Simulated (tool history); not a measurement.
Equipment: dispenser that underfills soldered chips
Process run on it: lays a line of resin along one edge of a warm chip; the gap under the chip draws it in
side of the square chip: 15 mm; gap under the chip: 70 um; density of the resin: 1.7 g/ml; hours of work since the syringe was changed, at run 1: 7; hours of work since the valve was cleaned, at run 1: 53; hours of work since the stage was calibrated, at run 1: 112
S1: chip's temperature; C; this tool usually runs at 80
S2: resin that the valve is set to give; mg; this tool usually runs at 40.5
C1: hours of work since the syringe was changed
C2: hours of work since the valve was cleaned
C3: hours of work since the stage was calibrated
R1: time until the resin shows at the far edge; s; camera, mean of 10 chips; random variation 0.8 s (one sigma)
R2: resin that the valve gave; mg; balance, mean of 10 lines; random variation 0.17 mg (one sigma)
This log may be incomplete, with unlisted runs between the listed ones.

run	day	S1	S2	C1	C2	C3	R1	R2
1	0	80	40.5	7	53	112	104.4	39.44
# day 0.117: new syringe of resin
2	0.242	80	40.5	2	57	116	81.8	39.5
3	0.458	80	40.5	6	61	120	97.6	39.52
# day 0.542: dispensing valve cleaned and set on the balance
# day 0.642: new syringe of resin
4	0.642	80	40.5	0	2	123	69.5	40.82
5	0.854	80	40.5	4	6	127	87.8	40.47
6	1.029	80	40.5	7	9	130	99.9	40.07
# day 1.129: new syringe of resin
7	1.15	80	42.6	0	11	132	73.2	42.67
8	1.371	80	40.5	5	15	136	88	40.31
9	1.55	80	40.5	8	19	139	104.9	40.42
# day 1.612: new syringe of resin
10	1.775	91	35.9	3	23	144	56.3	35.61
11	1.883	91	35.9	5	25	146	63.1	35.65
12	1.992	91	35.9	7	27	148	69.8	35.53
# day 2.104: new syringe of resin
13	2.208	91	35.9	2	30	151	55.1	35.5
14	2.433	78	50.4	6	35	156	102.3	49.48
# day 2.596: new syringe of resin
15	2.629	94	39.7	1	38	159	45	38.52
16	2.738	90	35.3	3	40	161	59.4	34.69

Forecast each of these 5 alternatives for the next run:
A	2.958	92	35.3	7	44	165	?	?
B	2.958	66	49.3	7	44	165	?	?
C	2.958	83	35.3	7	44	165	?	?
D	2.958	92	39.9	7	44	165	?	?
E	2.958	88	40.5	7	44	165	?	?

run	R1	R2
A	67.3	34.63
B	163.6	48.31
C	91.8	34.57
D	66.1	39.21
E	75.3	39.6
Stripped of hidden state, with their random variation kept, the same runs would have yielded:
run	R1	R2
A	49.6	35.29
B	122.2	49.23
C	68	35.24
D	48.9	39.96
E	55.8	40.35
